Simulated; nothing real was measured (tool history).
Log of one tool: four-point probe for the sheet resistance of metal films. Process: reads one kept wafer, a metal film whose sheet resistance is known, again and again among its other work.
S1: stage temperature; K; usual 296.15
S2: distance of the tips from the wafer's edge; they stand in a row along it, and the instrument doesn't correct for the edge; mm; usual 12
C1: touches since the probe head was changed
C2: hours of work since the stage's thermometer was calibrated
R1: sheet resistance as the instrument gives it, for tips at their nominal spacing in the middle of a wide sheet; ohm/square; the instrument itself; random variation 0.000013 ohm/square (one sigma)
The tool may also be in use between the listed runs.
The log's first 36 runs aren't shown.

run 37 hour=1011.5 | S1=294.15 S2=10 | C1=51950 C2=299 | R1=0.064286
run 38 hour=1028.1 | S1=294.15 S2=3 | C1=52309 C2=311 | R1=0.065642
run 39 hour=1056.6 | S1=294.15 S2=13 | C1=52929 C2=332 | R1=0.064219
run 40 hour=1083.5 | S1=294.15 S2=13 | C1=53513 C2=352 | R1=0.064236
run 41 hour=1107.1 | S1=294.15 S2=13 | C1=54024 C2=369 | R1=0.064221
run 42 hour=1134.2 | S1=307.15 S2=23 | C1=54613 C2=389 | R1=0.063340
run 43 hour=1168.7 | S1=307.15 S2=23 | C1=55361 C2=415 | R1=0.063341
run 44 hour=1184.8 | S1=307.15 S2=13 | C1=55711 C2=427 | R1=0.063380
run 45 hour=1212.8 | S1=307.15 S2=13 | C1=56320 C2=448 | R1=0.063368

3 ways to go on from here, each from the tool as it stands after run 45. What would each give?
run A hour=1247.4 | S1=307.15 S2=30 | C1=57069 C2=473 | R1=?
run B hour=1247.4 | S1=306.15 S2=7 | C1=57069 C2=473 | R1=?
run C hour=1247.4 | S1=299.15 S2=13 | C1=57069 C2=473 | R1=?

run=A R1=0.063303
run=B R1=0.063629
run=C R1=0.063866
Without the tool's hidden state the same runs would have given:
run=A R1=0.063305
run=B R1=0.063631
run=C R1=0.063868
